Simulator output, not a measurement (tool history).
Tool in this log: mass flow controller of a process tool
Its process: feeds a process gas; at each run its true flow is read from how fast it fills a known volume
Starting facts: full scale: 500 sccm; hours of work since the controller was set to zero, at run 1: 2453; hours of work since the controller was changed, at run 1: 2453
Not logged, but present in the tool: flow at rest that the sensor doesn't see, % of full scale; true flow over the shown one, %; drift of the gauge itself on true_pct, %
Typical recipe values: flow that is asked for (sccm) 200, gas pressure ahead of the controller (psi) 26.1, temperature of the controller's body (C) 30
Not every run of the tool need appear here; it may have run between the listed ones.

run,hour,flow that is asked for (sccm),gas pressure ahead of the controller (psi),temperature of the controller's body (C),hours of work since the controller was set to zero,hours of work since the controller was changed,true flow (%)
1,0,200,26.1,30,2453,2453,97.63
2,105.5,200,26.1,30,2488,2488,97.61
3,296.8,200,26.1,30,2551,2551,97.46
4,395.6,200,26.1,30,2583,2583,97.27
5,562.8,200,26.1,30,2638,2638,97.18
6,698.4,70,26.1,30,2682,2682,96.42
7,859.5,200,23.8,30,2735,2735,96.87
8,995.8,200,23.8,30,2780,2780,96.81
9,1130.2,200,25.8,30,2824,2824,96.87
10,1252.8,200,25.8,30,2864,2864,96.89
11,1437.3,200,26.1,25,2924,2924,96.91
12,1523.8,200,27.7,25,2952,2952,97.04
13,1674.8,200,25.2,30,3002,3002,96.51
14,1838.9,200,25.2,30,3056,3056,96.35
15,1931.3,91,23.4,21,3086,3086,96.05
16,2126.4,91,23.4,21,3150,3150,95.89
17,2284.9,394,34.4,34,3202,3202,97.61
18,2445.7,394,34.4,34,3254,3254,97.54
19,2595.9,144,22.8,24,3303,3303,95.55
20,2691.1,144,22.8,24,3335,3335,95.74
21,2833.5,89,40.3,30,3381,3381,95.78
22,3027,466,32.6,26,3445,3445,97.89
23,3160.8,156,26.1,30,3488,3488,95.21
24,3241.5,57,31.2,25,3515,3515,95.18

Predict each of these 5 candidate next runs independently; none follows another, all start after run 24:
A,3327.8,200,21,30,3543,3543,?
B,3327.8,378,31.2,25,3543,3543,?
C,3327.8,291,35.8,25,3543,3543,?
D,3327.8,57,31,25,3543,3543,?
E,3327.8,200,26.1,24,3543,3543,?

run,true flow (%)
A,95.18
B,97.03
C,96.82
D,94.99
E,95.61
Take away the tool's hidden state, keep each run's random variation, and the runs would have read:
run,true flow (%)
A,97.41
B,99.31
C,99.09
D,97.18
E,97.84
